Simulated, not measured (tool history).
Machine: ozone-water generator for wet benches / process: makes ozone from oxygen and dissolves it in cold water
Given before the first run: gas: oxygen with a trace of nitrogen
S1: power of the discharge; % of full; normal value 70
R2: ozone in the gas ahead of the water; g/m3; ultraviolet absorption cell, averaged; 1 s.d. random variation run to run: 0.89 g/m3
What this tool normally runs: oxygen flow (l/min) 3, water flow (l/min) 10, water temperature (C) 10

run 1 hour=0.0 | S1=70 oxygen_flow_(l/min)=3 water_flow_(l/min)=10 water_temperature_(C)=10 | dissolved_ozone_(ppm)=20.5 R2=145.9
-- hour=12.9 water thermometer calibrated
run 2 hour=52.9 | S1=70 oxygen_flow_(l/min)=3 water_flow_(l/min)=10 water_temperature_(C)=10 | dissolved_ozone_(ppm)=20.5 R2=145.3
run 3 hour=120.5 | S1=70 oxygen_flow_(l/min)=3 water_flow_(l/min)=10 water_temperature_(C)=10 | dissolved_ozone_(ppm)=20.4 R2=145.1
run 4 hour=182.5 | S1=70 oxygen_flow_(l/min)=3 water_flow_(l/min)=10 water_temperature_(C)=10 | dissolved_ozone_(ppm)=20.3 R2=144.8
run 5 hour=278.6 | S1=70 oxygen_flow_(l/min)=3 water_flow_(l/min)=10 water_temperature_(C)=10 | dissolved_ozone_(ppm)=20.4 R2=144.8
run 6 hour=325.0 | S1=70 oxygen_flow_(l/min)=3 water_flow_(l/min)=10 water_temperature_(C)=10 | dissolved_ozone_(ppm)=20.1 R2=144.0
run 7 hour=406.9 | S1=70 oxygen_flow_(l/min)=3 water_flow_(l/min)=10 water_temperature_(C)=10 | dissolved_ozone_(ppm)=20.2 R2=144.0
run 8 hour=455.1 | S1=70 oxygen_flow_(l/min)=3 water_flow_(l/min)=10 water_temperature_(C)=10 | dissolved_ozone_(ppm)=20.3 R2=144.9
-- hour=464.3 contactor cleaned
run 9 hour=556.8 | S1=55 oxygen_flow_(l/min)=3 water_flow_(l/min)=10 water_temperature_(C)=10 | dissolved_ozone_(ppm)=16.7 R2=121.6
run 10 hour=650.0 | S1=55 oxygen_flow_(l/min)=3 water_flow_(l/min)=10 water_temperature_(C)=10 | dissolved_ozone_(ppm)=16.7 R2=120.7

What does the tool deliver on the next run?
-- hour=672.8 contactor cleaned, once more
run 11 hour=743.4 | S1=81 oxygen_flow_(l/min)=3 water_flow_(l/min)=10 water_temperature_(C)=13 | dissolved_ozone_(ppm)=? R2=?

dissolved ozone (ppm): 22.9
R2: 161.1 g/m3
On a tool with no hidden condition, and with the same random variation, this run would have come out at dissolved ozone (ppm) 23.7, R2 166.2 g/m3.

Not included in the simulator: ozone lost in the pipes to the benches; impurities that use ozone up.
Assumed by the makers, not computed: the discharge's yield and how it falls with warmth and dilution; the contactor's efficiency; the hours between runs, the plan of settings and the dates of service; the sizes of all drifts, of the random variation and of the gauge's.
